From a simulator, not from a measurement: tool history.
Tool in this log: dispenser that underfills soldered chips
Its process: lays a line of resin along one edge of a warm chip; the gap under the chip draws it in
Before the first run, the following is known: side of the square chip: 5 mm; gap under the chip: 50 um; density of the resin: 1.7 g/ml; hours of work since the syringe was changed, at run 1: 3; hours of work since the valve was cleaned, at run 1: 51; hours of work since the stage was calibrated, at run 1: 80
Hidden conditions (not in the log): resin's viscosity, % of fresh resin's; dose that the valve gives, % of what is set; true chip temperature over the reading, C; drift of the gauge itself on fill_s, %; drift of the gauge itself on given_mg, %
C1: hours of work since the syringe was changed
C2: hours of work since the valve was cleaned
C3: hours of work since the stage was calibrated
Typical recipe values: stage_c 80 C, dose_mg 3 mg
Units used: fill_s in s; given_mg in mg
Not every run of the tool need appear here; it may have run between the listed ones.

Run 1, day 0: usual settings; C1 3; C2 51; C3 80. Result: fill_s 22.8 s, given_mg 2.871 mg.
At day 0.317: new syringe of resin.
Run 2, day 0.433: usual settings; C1 2; C2 58; C3 88. Result: fill_s 21.3 s, given_mg 2.859 mg.
At day 0.812: new syringe of resin.
Run 3, day 1.004: usual settings; C1 3; C2 68; C3 98. Result: fill_s 24.1 s, given_mg 2.851 mg.
At day 1.142: dispensing valve cleaned and set on the balance.
At day 1.367: new syringe of resin.
Run 4, day 1.604: usual settings but dose_mg 2.94 mg; C1 4; C2 8; C3 108. Result: fill_s 24.1 s, given_mg 2.933 mg.
At day 1.854: new syringe of resin.
Run 5, day 2.062: usual settings; C1 4; C2 16; C3 116. Result: fill_s 22.4 s, given_mg 2.985 mg.
At day 2.333: new syringe of resin.
Run 6, day 2.55: usual settings; C1 4; C2 25; C3 124. Result: fill_s 23.4 s, given_mg 2.929 mg.
At day 2.838: new syringe of resin.
Run 7, day 3.179: usual settings; C1 6; C2 36; C3 136. Result: fill_s 25.7 s, given_mg 2.912 mg.
At day 3.354: new syringe of resin.
Run 8, day 3.629: usual settings; C1 5; C2 44; C3 143. Result: fill_s 25 s, given_mg 2.902 mg.
At day 3.838: new syringe of resin.
Run 9, day 4.104: usual settings; C1 5; C2 52; C3 152. Result: fill_s 25.4 s, given_mg 2.887 mg.
At day 4.342: new syringe of resin.
Run 10, day 4.629: usual settings; C1 5; C2 61; C3 161. Result: fill_s 25.2 s, given_mg 2.862 mg.
At day 4.829: new syringe of resin.
At day 5.175: dispensing valve cleaned and set on the balance.
Run 11, day 5.312: usual settings; C1 8; C2 3; C3 172. Result: fill_s 27.5 s, given_mg 2.99 mg.
At day 5.371: new syringe of resin.
At day 5.854: new syringe of resin.
Run 12, day 5.896: usual settings; C1 1; C2 13; C3 182. Result: fill_s 21.4 s, given_mg 2.976 mg.
Run 13, day 6.296: usual settings; C1 8; C2 20; C3 189. Result: fill_s 28.1 s, given_mg 2.944 mg.
At day 6.367: new syringe of resin.
Run 14, day 6.758: usual settings; C1 7; C2 28; C3 198. Result: fill_s 26.5 s, given_mg 2.918 mg.
At day 6.854: new syringe of resin.
Run 15, day 7.242: usual settings; C1 7; C2 36; C3 206. Result: fill_s 26.3 s, given_mg 2.914 mg.
At day 7.338: new syringe of resin.
At day 7.812: new syringe of resin.
Run 16, day 7.854: usual settings; C1 1; C2 47; C3 217. Result: fill_s 21.5 s, given_mg 2.877 mg.
Run 17, day 8.142: usual settings; C1 6; C2 52; C3 222. Result: fill_s 26.6 s, given_mg 2.879 mg.
At day 8.292: new syringe of resin.
Run 18, day 8.621: usual settings; C1 6; C2 60; C3 230. Result: fill_s 26 s, given_mg 2.841 mg.
At day 8.788: new syringe of resin.
Run 19, day 9.083: usual settings; C1 5; C2 68; C3 238. Result: fill_s 26.2 s, given_mg 2.827 mg.
At day 9.204: dispensing valve cleaned and set on the balance.
At day 9.329: new syringe of resin.
Run 20, day 9.642: usual settings but stage_c 93 C, dose_mg 2.57 mg; C1 6; C2 8; C3 247. Result: fill_s 15.5 s, given_mg 2.551 mg.
At day 9.804: new syringe of resin.
Run 21, day 10.071: usual settings but stage_c 81 C, dose_mg 3.65 mg; C1 5; C2 15; C3 255. Result: fill_s 22.8 s, given_mg 3.602 mg.
At day 10.304: new syringe of resin.
Run 22, day 10.575: usual settings but stage_c 81 C, dose_mg 3.65 mg; C1 5; C2 24; C3 264. Result: fill_s 22.6 s, given_mg 3.588 mg.
At day 10.821: new syringe of resin.
Run 23, day 11.042: usual settings but dose_mg 3.87 mg; C1 4; C2 32; C3 272. Result: fill_s 23.7 s, given_mg 3.783 mg.
At day 11.296: new syringe of resin.
Run 24, day 11.604: usual settings but stage_c 81 C, dose_mg 3.06 mg; C1 5; C2 42; C3 282. Result: fill_s 25.3 s, given_mg 2.96 mg.
At day 11.804: new syringe of resin.
Run 25, day 12.121: usual settings but stage_c 75 C, dose_mg 2.51 mg; C1 6; C2 51; C3 291. Result: fill_s 35.1 s, given_mg 2.432 mg.
At day 12.329: new syringe of resin.
Run 26, day 12.562: usual settings; C1 4; C2 59; C3 298. Result: fill_s 25.7 s, given_mg 2.87 mg.
At day 12.817: new syringe of resin.
Run 27, day 13.1: usual settings; C1 5; C2 68; C3 308. Result: fill_s 26.1 s, given_mg 2.847 mg.
At day 13.242: dispensing valve cleaned and set on the balance.
At day 13.358: new syringe of resin.
Run 28, day 13.604: usual settings but stage_c 81 C, dose_mg 3.58 mg; C1 4; C2 6; C3 316. Result: fill_s 23 s, given_mg 3.567 mg.
At day 13.871: new syringe of resin.
Run 29, day 13.942: usual settings but dose_mg 3.89 mg; C1 1; C2 12; C3 322. Result: fill_s 22.3 s, given_mg 3.88 mg.
Run 30, day 14.254: usual settings but dose_mg 3.89 mg; C1 7; C2 18; C3 327. Result: fill_s 26.3 s, given_mg 3.835 mg.
At day 14.371: new syringe of resin.
Run 31, day 14.767: usual settings but stage_c 88 C, dose_mg 3.7 mg; C1 7; C2 27; C3 336. Result: fill_s 19.6 s, given_mg 3.626 mg.
At day 14.862: new syringe of resin.
Run 32, day 15.196: usual settings but stage_c 67 C; C1 6; C2 34; C3 344. Result: fill_s 49.8 s, given_mg 2.924 mg.

Forecast run 33:
At day 15.342: new syringe of resin.
Run 33, day 15.696: usual settings but stage_c 72 C, dose_mg 2.83 mg; C1 6; C2 43; C3 353. Result: fill_s ?, given_mg ?.

Run 33 measured fill_s 40.4 s, given_mg 2.744 mg.
Had the tool carried no hidden state, the very same run would have given fill_s 29.7 s, given_mg 2.836 mg.
